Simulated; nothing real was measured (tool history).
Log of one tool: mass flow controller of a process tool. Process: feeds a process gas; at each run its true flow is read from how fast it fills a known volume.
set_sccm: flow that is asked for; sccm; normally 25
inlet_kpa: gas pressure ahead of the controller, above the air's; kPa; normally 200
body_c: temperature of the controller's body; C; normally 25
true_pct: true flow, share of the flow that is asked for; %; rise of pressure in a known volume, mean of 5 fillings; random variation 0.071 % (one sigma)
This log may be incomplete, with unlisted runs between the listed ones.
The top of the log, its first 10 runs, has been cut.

run	hour	set_sccm	inlet_kpa	body_c	true_pct
11	638.3	25	200	25	99.38
12	694.5	25	200	25	99.45
13	751.5	25	200	25	99.42
14	800.3	25	200	25	99.36
15	839	25	200	34	98.44
16	892.4	25	230	25	99.51
17	946.3	25	230	25	99.24
18	1015.1	25	225	25	99.36
19	1080.6	25	200	25	99.4
20	1160.2	25	200	25	99.19
21	1238.5	25	200	25	99.17
22	1284.2	25	203	25	99.16
23	1322.4	25	203	25	99.24
24	1385.7	25	200	25	99.18
25	1428.2	33	200	25	99.21
26	1481.1	23	179	25	99.05
27	1521.4	11	200	22	99.13

Forecast run 28:
28	1585.6	21	190	22	?

Run 28 gave true_pct 99.3 %.
Take away the tool's hidden state, keep the run-to-run variation as it was, and the same run would have given true_pct 99.68 %.
